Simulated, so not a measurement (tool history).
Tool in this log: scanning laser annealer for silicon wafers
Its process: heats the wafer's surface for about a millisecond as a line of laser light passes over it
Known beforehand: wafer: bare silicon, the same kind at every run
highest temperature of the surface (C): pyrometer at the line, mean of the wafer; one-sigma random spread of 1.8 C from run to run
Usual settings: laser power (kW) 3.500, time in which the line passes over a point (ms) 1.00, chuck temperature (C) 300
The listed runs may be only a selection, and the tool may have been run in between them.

| run | hour | laser power (kW) | time in which the line passes over a point (ms) | chuck temperature (C) | highest temperature of the surface (C) |
|---|---|---|---|---|---|
| 1 | 0.0 | 3.500 | 1.00 | 300 | 1016 |
| 2 | 30.4 | 3.500 | 1.00 | 305 | 1020 |
| 3 | 60.9 | 3.500 | 1.00 | 305 | 1016 |
| 4 | 102.6 | 3.500 | 1.00 | 305 | 1017 |
| 5 | 120.4 | 3.500 | 1.00 | 305 | 1019 |
| 6 | 158.2 | 3.366 | 1.00 | 305 | 986 |
| 7 | 181.6 | 3.366 | 1.00 | 305 | 988 |
| 8 | 219.1 | 3.010 | 1.00 | 305 | 913 |
| 9 | 241.6 | 3.034 | 1.03 | 305 | 921 |
| 10 | 268.7 | 3.034 | 1.03 | 305 | 925 |
| 11 | 303.5 | 3.060 | 0.82 | 336 | 898 |
| 12 | 339.1 | 3.197 | 0.97 | 265 | 900 |
|  | 363.2 | window over the wafer cleaned |
| 13 | 377.3 | 3.197 | 0.97 | 265 | 913 |
| 14 | 400.7 | 3.197 | 0.97 | 265 | 918 |
| 15 | 427.7 | 3.094 | 1.06 | 312 | 960 |

Alternative continuations, all from the tool just after run 15; predict every row:
| A | 455.2 | 3.351 | 1.07 | 260 | ? |
| B | 455.2 | 3.464 | 1.13 | 275 | ? |
| C | 455.2 | 3.177 | 1.00 | 269 | ? |
| D | 455.2 | 3.742 | 1.06 | 312 | ? |

| run | highest temperature of the surface (C) |
|---|---|
| A | 972 |
| B | 1024 |
| C | 921 |
| D | 1104 |
Without the tool's unlogged condition, the same runs would have read:
| run | highest temperature of the surface (C) |
|---|---|
| A | 985 |
| B | 1038 |
| C | 933 |
| D | 1119 |

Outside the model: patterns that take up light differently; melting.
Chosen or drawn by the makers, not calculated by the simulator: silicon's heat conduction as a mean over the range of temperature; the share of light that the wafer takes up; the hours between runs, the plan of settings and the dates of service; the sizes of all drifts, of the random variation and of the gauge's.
